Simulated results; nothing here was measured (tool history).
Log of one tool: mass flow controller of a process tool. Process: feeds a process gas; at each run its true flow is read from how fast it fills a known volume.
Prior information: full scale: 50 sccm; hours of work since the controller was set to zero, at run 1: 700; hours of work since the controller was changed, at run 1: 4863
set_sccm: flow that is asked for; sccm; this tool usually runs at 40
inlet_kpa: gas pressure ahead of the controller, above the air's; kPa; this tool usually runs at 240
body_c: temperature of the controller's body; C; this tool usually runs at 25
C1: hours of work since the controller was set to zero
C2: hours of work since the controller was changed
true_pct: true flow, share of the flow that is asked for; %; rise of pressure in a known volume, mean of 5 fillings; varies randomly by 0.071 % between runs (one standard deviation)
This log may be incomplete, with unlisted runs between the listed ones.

Run 1, hour 0.0: usual settings; C1 700; C2 4863. Result: true_pct 101.16 %.
Run 2, hour 190.4: usual settings but set_sccm 20 sccm; C1 805; C2 4968. Result: true_pct 100.51 %.
Run 3, hour 437.7: usual settings but set_sccm 20 sccm; C1 941; C2 5105. Result: true_pct 100.78 %.
Run 4, hour 695.0: usual settings but body_c 30 C; C1 1083; C2 5247. Result: true_pct 100.80 %.
Run 5, hour 969.6: usual settings; C1 1235; C2 5399. Result: true_pct 101.24 %.
Run 6, hour 1120.4: usual settings; C1 1318; C2 5482. Result: true_pct 101.00 %.
Run 7, hour 1240.0: usual settings; C1 1384; C2 5548. Result: true_pct 100.99 %.
Run 8, hour 1491.0: usual settings; C1 1523; C2 5687. Result: true_pct 100.96 %.
At hour 1533.3: controller exchanged for a calibrated one.
Run 9, hour 1723.3: usual settings but set_sccm 11 sccm, inlet_kpa 201 kPa; C1 105; C2 105. Result: true_pct 99.08 %.
Run 10, hour 1988.6: usual settings but set_sccm 33 sccm, inlet_kpa 202 kPa; C1 251; C2 251. Result: true_pct 99.60 %.
Run 11, hour 2143.8: usual settings but set_sccm 28 sccm, inlet_kpa 209 kPa, body_c 30 C; C1 337; C2 337. Result: true_pct 99.12 %.
Run 12, hour 2314.7: usual settings but set_sccm 28 sccm, inlet_kpa 209 kPa, body_c 30 C; C1 431; C2 431. Result: true_pct 99.09 %.
Run 13, hour 2588.3: usual settings but set_sccm 19 sccm, inlet_kpa 250 kPa, body_c 28 C; C1 583; C2 583. Result: true_pct 99.42 %.
Run 14, hour 2746.0: usual settings but set_sccm 32 sccm, inlet_kpa 264 kPa; C1 670; C2 670. Result: true_pct 99.77 %.

Here are 3 independent what-if runs from the current tool condition. What would each one return?
Run A, hour 3007.4: usual settings but body_c 24 C; C1 814; C2 814. Result: true_pct ?.
Run B, hour 3007.4: usual settings but set_sccm 32 sccm, inlet_kpa 148 kPa; C1 814; C2 814. Result: true_pct ?.
Run C, hour 3007.4: usual settings but set_sccm 8 sccm, inlet_kpa 271 kPa, body_c 34 C; C1 814; C2 814. Result: true_pct ?.

run  true_pct
  A    100.10
  B     99.23
  C     97.82
Without the tool's unlogged condition, the same runs would have read:
run  true_pct
  A    100.20
  B     99.40
  C     98.98
